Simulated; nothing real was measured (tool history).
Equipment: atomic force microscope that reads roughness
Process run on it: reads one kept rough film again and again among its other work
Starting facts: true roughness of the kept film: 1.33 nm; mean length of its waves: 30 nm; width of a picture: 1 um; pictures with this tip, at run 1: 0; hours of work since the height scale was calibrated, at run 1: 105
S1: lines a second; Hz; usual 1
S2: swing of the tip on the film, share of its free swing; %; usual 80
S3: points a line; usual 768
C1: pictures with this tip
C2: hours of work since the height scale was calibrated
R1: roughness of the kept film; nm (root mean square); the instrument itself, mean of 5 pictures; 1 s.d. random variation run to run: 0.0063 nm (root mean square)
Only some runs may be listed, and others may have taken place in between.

run	hour	S1	S2	S3	C1	C2	R1
1	0	1	80	768	0	105	1.195
2	25.8	1	80	768	26	118	1.189
3	43.2	1	80	768	44	126	1.181
4	71.3	1	80	768	73	140	1.157
5	87.1	1	80	768	90	147	1.158
6	111.8	1	80	768	115	159	1.148
7	125.8	1	76	768	130	166	1.154
8	145.3	1	80	768	150	175	1.125
9	160	1	80	432	165	182	1.116
10	176.4	1	80	432	182	190	1.104
# hour 206.1: new tip fitted
11	207.1	1	80	432	1	205	1.195
12	220	2.31	80	768	14	211	1.095
13	243.2	2.31	80	768	38	222	1.087
14	273.4	1.59	59	982	70	237	1.194
15	290.4	2.09	65	394	87	245	1.145
16	309	2.09	79	777	106	254	1.082
17	323.3	1.09	88	395	121	261	1.087
18	349.4	1.09	88	395	148	273	1.087
# hour 352.7: height scale calibrated on a step standard
19	373.4	1.26	56	595	172	10	1.141
20	396.1	0.93	71	768	195	21	1.135
# hour 413.4: new tip fitted
21	427.2	4	68	291	14	36	1.111
22	449	0.66	64	583	36	46	1.224
23	478.9	1.53	60	768	67	60	1.196
24	493.1	1.63	60	399	82	67	1.179
# hour 504.6: height scale calibrated on a step standard, once more
25	519.7	0.59	84	768	108	7	1.166
26	545.7	2.06	66	535	135	20	1.142

Consider 4 possible next runs. They are alternatives, not a sequence: every one starts from the tool as it was left by run 26. What does each give?
A	575	1.2	74	535	165	34	?
B	575	0.72	58	651	165	34	?
C	575	0.84	79	1014	165	34	?
D	575	2.06	89	535	165	34	?

run	R1
A	1.132
B	1.179
C	1.134
D	1
With the hidden condition removed and each run's random variation left untouched, the same runs would have given:
run	R1
A	1.21
B	1.26
C	1.212
D	1.069

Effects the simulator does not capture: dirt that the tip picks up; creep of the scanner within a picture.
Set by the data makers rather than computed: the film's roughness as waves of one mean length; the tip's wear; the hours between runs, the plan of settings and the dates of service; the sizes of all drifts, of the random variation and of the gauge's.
